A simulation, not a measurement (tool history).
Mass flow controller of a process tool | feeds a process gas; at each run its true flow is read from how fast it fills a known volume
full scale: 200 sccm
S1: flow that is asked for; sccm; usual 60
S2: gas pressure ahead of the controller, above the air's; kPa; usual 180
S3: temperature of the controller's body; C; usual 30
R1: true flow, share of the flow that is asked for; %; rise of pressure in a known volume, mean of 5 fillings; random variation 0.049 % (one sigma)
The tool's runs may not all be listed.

run	hour	S1	S2	S3	R1
1	0	60	180	30	99.32
2	437.6	60	180	31	99.34
3	657.3	60	205	31	99.32
4	867.2	94	180	30	99.32
5	1368.9	60	180	31	99.41
6	1878.9	60	180	31	99.47
7	2099	60	180	31	99.45
8	2497.5	60	180	31	99.39
9	2910.5	72	196	36	99.51
10	3419.8	60	217	30	99.32
11	3871.1	60	217	30	99.26
12	4234.8	29	182	37	100.8
13	4674.5	28	153	28	100.7
14	4890.4	28	153	28	100.64

3 ways to go on from here, each from the tool as it stands after run 14. What would each give?
A	5227.3	28	210	28	?
B	5227.3	21	184	25	?
C	5227.3	60	238	30	?

run	R1
A	100.62
B	101.4
C	99.31
Without the tool's hidden state the same runs would have given:
run	R1
A	98.69
B	98.5
C	98.97
